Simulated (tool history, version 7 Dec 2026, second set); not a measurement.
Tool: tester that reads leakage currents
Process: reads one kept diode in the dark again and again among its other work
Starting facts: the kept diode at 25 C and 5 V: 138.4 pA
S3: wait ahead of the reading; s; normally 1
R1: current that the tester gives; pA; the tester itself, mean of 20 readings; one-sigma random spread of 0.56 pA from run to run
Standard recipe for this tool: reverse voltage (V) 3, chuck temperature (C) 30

Run 1, hour 0: usual settings. Result: R1 187.6 pA.
Run 2, hour 141.6: usual settings. Result: R1 186.34 pA.
Run 3, hour 230.6: usual settings. Result: R1 186.93 pA.
Run 4, hour 322.5: usual settings. Result: R1 187.12 pA.
Run 5, hour 484.9: usual settings. Result: R1 186.97 pA.
Run 6, hour 578.5: usual settings but S3 1.89 s. Result: R1 187.26 pA.
Run 7, hour 678.8: usual settings. Result: R1 186.52 pA.
At hour 744.5: chuck's temperature calibrated.
Run 8, hour 799.6: usual settings. Result: R1 186.87 pA.
Run 9, hour 936.6: usual settings. Result: R1 188.7 pA.
Run 10, hour 1039.4: usual settings but reverse voltage (V) 5.3. Result: R1 229.47 pA.
Run 11, hour 1157.4: usual settings but reverse voltage (V) 5.3, chuck temperature (C) 28. Result: R1 190.06 pA.
Run 12, hour 1248.1: usual settings but reverse voltage (V) 5.3, chuck temperature (C) 28. Result: R1 189.19 pA.
Run 13, hour 1383.2: usual settings. Result: R1 188.03 pA.
Run 14, hour 1528.4: usual settings. Result: R1 187.35 pA.
Run 15, hour 1643.8: usual settings. Result: R1 186.56 pA.
Run 16, hour 1720.5: usual settings. Result: R1 187.4 pA.
Run 17, hour 1795.4: usual settings. Result: R1 186.06 pA.
Run 18, hour 1872.4: usual settings. Result: R1 186.51 pA.
At hour 1911.2: chuck's temperature calibrated.
Run 19, hour 1947.9: usual settings. Result: R1 187.88 pA.
Run 20, hour 2084.6: usual settings. Result: R1 187.56 pA.
Run 21, hour 2197.7: usual settings but chuck temperature (C) 45. Result: R1 721.04 pA.
Run 22, hour 2305.7: usual settings but reverse voltage (V) 1.04, chuck temperature (C) 58. Result: R1 1453.34 pA.
Run 23, hour 2433.7: usual settings but reverse voltage (V) 13.42. Result: R1 321.03 pA.
Run 24, hour 2558.2: usual settings but reverse voltage (V) 13.42. Result: R1 319.89 pA.
Run 25, hour 2675.5: usual settings but reverse voltage (V) 12.66, chuck temperature (C) 48, S3 0.31 s. Result: R1 1553.72 pA.
Run 26, hour 2806.2: usual settings but reverse voltage (V) 12.66, chuck temperature (C) 48, S3 0.31 s. Result: R1 1548.38 pA.
Run 27, hour 2956: usual settings but reverse voltage (V) 17.62, chuck temperature (C) 36, S3 0.36 s. Result: R1 619.16 pA.
At hour 3069.7: chuck's temperature calibrated.
Run 28, hour 3116.7: usual settings but reverse voltage (V) 17.62, chuck temperature (C) 36, S3 0.36 s. Result: R1 616.91 pA.
Run 29, hour 3237.3: usual settings but reverse voltage (V) 17.62, chuck temperature (C) 36, S3 0.36 s. Result: R1 619.94 pA.
Run 30, hour 3362.1: usual settings but reverse voltage (V) 17.62, chuck temperature (C) 36, S3 0.36 s. Result: R1 620.16 pA.
Run 31, hour 3502: usual settings but reverse voltage (V) 1.59, chuck temperature (C) 20, S3 6.85 s. Result: R1 56.14 pA.
At hour 3511: tester calibrated.
Run 32, hour 3621.7: usual settings but reverse voltage (V) 12.4, chuck temperature (C) 21, S3 9.62 s. Result: R1 129.05 pA.
Run 33, hour 3710.8: usual settings but reverse voltage (V) 6.47, S3 4.23 s. Result: R1 246.07 pA.
Run 34, hour 3787.5: usual settings but reverse voltage (V) 1.07. Result: R1 129.86 pA.
At hour 3828.9: probe card cleaned and baked.
Run 35, hour 3957.5: usual settings but reverse voltage (V) 1.31, chuck temperature (C) 42, S3 0.31 s. Result: R1 415.28 pA.
Run 36, hour 4084.2: usual settings but reverse voltage (V) 1.31, chuck temperature (C) 42, S3 0.31 s. Result: R1 414.12 pA.
Run 37, hour 4160.7: usual settings but reverse voltage (V) 1.31, chuck temperature (C) 42, S3 0.31 s. Result: R1 416.34 pA.

5 ways to go on from here, each from the tool as it stands after run 37. What would each give?
At hour 4237: chuck's temperature calibrated.
Run A, hour 4294.6: usual settings but reverse voltage (V) 4.12, chuck temperature (C) 28, S3 4.74 s. Result: R1 ?.
At hour 4237: chuck's temperature calibrated.
Run B, hour 4294.6: usual settings but reverse voltage (V) 19.83, chuck temperature (C) 23, S3 0.35 s. Result: R1 ?.
At hour 4237: chuck's temperature calibrated.
Run C, hour 4294.6: usual settings but reverse voltage (V) 1.61, chuck temperature (C) 39, S3 0.31 s. Result: R1 ?.
At hour 4237: chuck's temperature calibrated.
Run D, hour 4294.6: usual settings but reverse voltage (V) 1.55, chuck temperature (C) 46, S3 2.28 s. Result: R1 ?.
At hour 4237: chuck's temperature calibrated.
Run E, hour 4294.6: usual settings but reverse voltage (V) 3.1, chuck temperature (C) 22, S3 0.31 s. Result: R1 ?.

run      R1
  A  173.68
  B  197.34
  C  340.55
  D  620.21
  E   89.08
Take away the tool's hidden state, keep each run's random variation, and the runs would have read:
run      R1
  A  173.64
  B  197.24
  C  340.51
  D  620.16
  E   89.06
